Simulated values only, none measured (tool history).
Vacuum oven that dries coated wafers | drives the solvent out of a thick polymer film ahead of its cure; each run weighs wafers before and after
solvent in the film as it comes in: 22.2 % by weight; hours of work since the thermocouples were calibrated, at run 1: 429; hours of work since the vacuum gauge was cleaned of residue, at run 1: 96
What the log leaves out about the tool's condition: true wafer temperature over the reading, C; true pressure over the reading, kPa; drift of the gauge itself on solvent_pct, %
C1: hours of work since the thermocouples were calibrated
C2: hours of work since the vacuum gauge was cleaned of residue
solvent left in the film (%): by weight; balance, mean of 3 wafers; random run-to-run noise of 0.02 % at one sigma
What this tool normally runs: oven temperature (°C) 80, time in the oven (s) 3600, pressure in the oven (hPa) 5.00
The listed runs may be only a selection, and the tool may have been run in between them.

Run 1, day 0.000: usual settings; C1 429; C2 96. Result: solvent left in the film (%) 1.17.
Run 2, day 0.471: usual settings; C1 438; C2 105. Result: solvent left in the film (%) 1.20.
Run 3, day 0.854: usual settings but time in the oven (s) 4740; C1 445; C2 111. Result: solvent left in the film (%) 0.60.
Run 4, day 1.458: usual settings but time in the oven (s) 4740; C1 455; C2 122. Result: solvent left in the film (%) 0.59.
Run 5, day 1.983: usual settings but oven temperature (°C) 66; C1 465; C2 131. Result: solvent left in the film (%) 7.33.
Run 6, day 2.375: usual settings but pressure in the oven (hPa) 8.03; C1 472; C2 138. Result: solvent left in the film (%) 1.31.
Run 7, day 2.858: usual settings but time in the oven (s) 4080; C1 480; C2 147. Result: solvent left in the film (%) 0.84.
At day 2.992: oven's thermocouples calibrated.
Run 8, day 3.204: usual settings but time in the oven (s) 4080; C1 4; C2 152. Result: solvent left in the film (%) 0.81.
Run 9, day 3.767: usual settings but time in the oven (s) 4080; C1 14; C2 162. Result: solvent left in the film (%) 0.85.
Run 10, day 4.388: usual settings but time in the oven (s) 4080; C1 25; C2 173. Result: solvent left in the film (%) 0.84.
Run 11, day 4.854: usual settings but time in the oven (s) 4080; C1 33; C2 181. Result: solvent left in the film (%) 0.82.
Run 12, day 5.229: usual settings but oven temperature (°C) 69, time in the oven (s) 5220, pressure in the oven (hPa) 4.40; C1 40; C2 188. Result: solvent left in the film (%) 3.29.
Run 13, day 5.692: usual settings but oven temperature (°C) 79, time in the oven (s) 6060, pressure in the oven (hPa) 3.28; C1 48; C2 196. Result: solvent left in the film (%) 0.32.
Run 14, day 5.967: usual settings but oven temperature (°C) 73, time in the oven (s) 1980, pressure in the oven (hPa) 9.81; C1 53; C2 201. Result: solvent left in the film (%) 7.46.
Run 15, day 6.254: usual settings but time in the oven (s) 2040, pressure in the oven (hPa) 7.88; C1 58; C2 206. Result: solvent left in the film (%) 3.55.
At day 6.729: oven's thermocouples calibrated, once more.
Run 16, day 6.967: usual settings but pressure in the oven (hPa) 2.82; C1 4; C2 217. Result: solvent left in the film (%) 1.25.
Run 17, day 7.462: usual settings but pressure in the oven (hPa) 2.82; C1 13; C2 226. Result: solvent left in the film (%) 1.25.
Run 18, day 8.008: usual settings but oven temperature (°C) 84, time in the oven (s) 3780, pressure in the oven (hPa) 9.43; C1 23; C2 236. Result: solvent left in the film (%) 0.75.
Run 19, day 8.308: usual settings but oven temperature (°C) 67, time in the oven (s) 2340, pressure in the oven (hPa) 16.07; C1 28; C2 241. Result: solvent left in the film (%) 10.44.

Here are 4 independent what-if runs from the current tool condition. What would each one return?
Run A, day 8.612: usual settings but oven temperature (°C) 87, time in the oven (s) 2040; C1 34; C2 246. Result: solvent left in the film (%) ?.
Run B, day 8.612: usual settings but oven temperature (°C) 88; C1 34; C2 246. Result: solvent left in the film (%) ?.
Run C, day 8.612: usual settings but time in the oven (s) 5040; C1 34; C2 246. Result: solvent left in the film (%) ?.
Run D, day 8.612: usual settings but oven temperature (°C) 92, time in the oven (s) 2280, pressure in the oven (hPa) 3.21; C1 34; C2 246. Result: solvent left in the film (%) ?.

run  solvent left in the film (%)
  A                          1.37
  B                          0.24
  C                          0.60
  D                          0.33
With the hidden condition removed and each run's random variation left untouched, the same runs would have given:
run  solvent left in the film (%)
  A                          1.40
  B                          0.24
  C                          0.61
  D                          0.33
